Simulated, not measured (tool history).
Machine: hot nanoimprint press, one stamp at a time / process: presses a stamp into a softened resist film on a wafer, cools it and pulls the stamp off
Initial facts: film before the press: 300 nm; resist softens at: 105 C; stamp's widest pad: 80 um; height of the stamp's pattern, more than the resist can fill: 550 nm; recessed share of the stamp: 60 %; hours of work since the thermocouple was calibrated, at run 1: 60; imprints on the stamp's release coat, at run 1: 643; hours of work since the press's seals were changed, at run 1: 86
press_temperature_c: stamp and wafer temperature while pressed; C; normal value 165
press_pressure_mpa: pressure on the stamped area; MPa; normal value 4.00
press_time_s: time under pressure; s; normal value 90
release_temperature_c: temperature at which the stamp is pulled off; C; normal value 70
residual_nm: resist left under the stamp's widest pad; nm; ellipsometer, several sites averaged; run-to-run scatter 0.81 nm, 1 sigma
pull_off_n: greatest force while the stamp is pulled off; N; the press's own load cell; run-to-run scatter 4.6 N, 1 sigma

| run | hour | press_temperature_c | press_pressure_mpa | press_time_s | release_temperature_c | hours of work since the thermocouple was calibrated | imprints on the stamp's release coat | hours of work since the press's seals were changed | residual_nm | pull_off_n |
|---|---|---|---|---|---|---|---|---|---|---|
| 1 | 0.0 | 165 | 4.00 | 90 | 70 | 60 | 643 | 86 | 119.5 | 280 |
| 2 | 11.2 | 165 | 4.00 | 90 | 70 | 68 | 672 | 94 | 120.5 | 290 |
| 3 | 19.6 | 165 | 4.00 | 46 | 70 | 74 | 694 | 100 | 154.5 | 297 |
| 4 | 27.3 | 165 | 4.00 | 46 | 70 | 79 | 714 | 105 | 155.4 | 286 |
| 5 | 32.3 | 165 | 4.00 | 46 | 70 | 82 | 726 | 109 | 154.8 | 298 |
| 6 | 43.6 | 165 | 4.00 | 46 | 70 | 90 | 756 | 117 | 152.7 | 305 |
| 7 | 49.8 | 165 | 4.00 | 46 | 70 | 95 | 771 | 121 | 153.9 | 292 |
| 8 | 59.6 | 165 | 4.00 | 90 | 65 | 102 | 797 | 128 | 119.0 | 311 |
| 9 | 69.6 | 165 | 4.00 | 90 | 65 | 109 | 823 | 135 | 118.4 | 313 |
| 10 | 76.0 | 165 | 4.00 | 90 | 66 | 113 | 839 | 139 | 118.4 | 321 |
| 11 | 84.7 | 165 | 4.00 | 90 | 66 | 119 | 861 | 145 | 118.3 | 319 |
| 12 | 95.3 | 165 | 4.00 | 90 | 66 | 126 | 889 | 153 | 118.8 | 320 |
| 13 | 101.8 | 165 | 4.00 | 90 | 66 | 131 | 905 | 157 | 118.0 | 321 |
| 14 | 112.5 | 165 | 4.00 | 90 | 66 | 138 | 933 | 165 | 116.5 | 321 |
| 15 | 118.2 | 165 | 4.00 | 90 | 66 | 142 | 948 | 169 | 116.4 | 317 |
| 16 | 125.7 | 165 | 4.00 | 90 | 66 | 148 | 967 | 174 | 116.3 | 324 |
| 17 | 132.3 | 167 | 4.00 | 90 | 66 | 152 | 984 | 178 | 104.5 | 330 |
|  | 140.9 | stamp cleaned and given a new release coat |
| 18 | 145.3 | 160 | 4.00 | 90 | 73 | 157 | 11 | 183 | 157.1 | 220 |
| 19 | 151.5 | 160 | 4.00 | 90 | 73 | 162 | 27 | 188 | 158.0 | 220 |
| 20 | 160.5 | 162 | 2.96 | 46 | 70 | 168 | 50 | 194 | 197.1 | 231 |
| 21 | 166.4 | 162 | 2.96 | 46 | 70 | 172 | 65 | 198 | 195.9 | 229 |
| 22 | 175.7 | 157 | 4.00 | 87 | 70 | 178 | 89 | 205 | 186.6 | 232 |
| 23 | 183.5 | 156 | 5.20 | 79 | 64 | 184 | 110 | 210 | 184.4 | 253 |
| 24 | 192.7 | 161 | 5.20 | 142 | 55 | 190 | 133 | 216 | 109.3 | 262 |
| 25 | 199.1 | 161 | 5.20 | 142 | 55 | 195 | 150 | 221 | 109.6 | 264 |
| 26 | 209.0 | 173 | 3.18 | 54 | 77 | 202 | 175 | 228 | 99.5 | 226 |
| 27 | 220.0 | 173 | 3.18 | 54 | 77 | 209 | 203 | 235 | 99.9 | 220 |
| 28 | 228.8 | 173 | 3.18 | 54 | 77 | 215 | 226 | 242 | 97.9 | 240 |
| 29 | 239.7 | 154 | 3.35 | 59 | 69 | 223 | 254 | 249 | 243.5 | 248 |
| 30 | 247.3 | 154 | 3.35 | 59 | 69 | 228 | 274 | 255 | 242.1 | 254 |
| 31 | 255.7 | 175 | 4.74 | 59 | 75 | 234 | 295 | 260 | 70.3 | 238 |

Forecast each of these 3 alternatives for the next run:
| A | 263.5 | 177 | 4.72 | 59 | 75 | 240 | 316 | 266 | ? | ? |
| B | 263.5 | 165 | 4.15 | 90 | 70 | 240 | 316 | 266 | ? | ? |
| C | 263.5 | 170 | 4.74 | 59 | 55 | 240 | 316 | 266 | ? | ? |

| run | residual_nm | pull_off_n |
|---|---|---|
| A | 63.0 | 244 |
| B | 114.4 | 254 |
| C | 93.7 | 273 |
Take away the tool's hidden state, keep each run's random variation, and the runs would have read:
| run | residual_nm | pull_off_n |
|---|---|---|
| A | 65.4 | 219 |
| B | 119.4 | 227 |
| C | 97.5 | 244 |
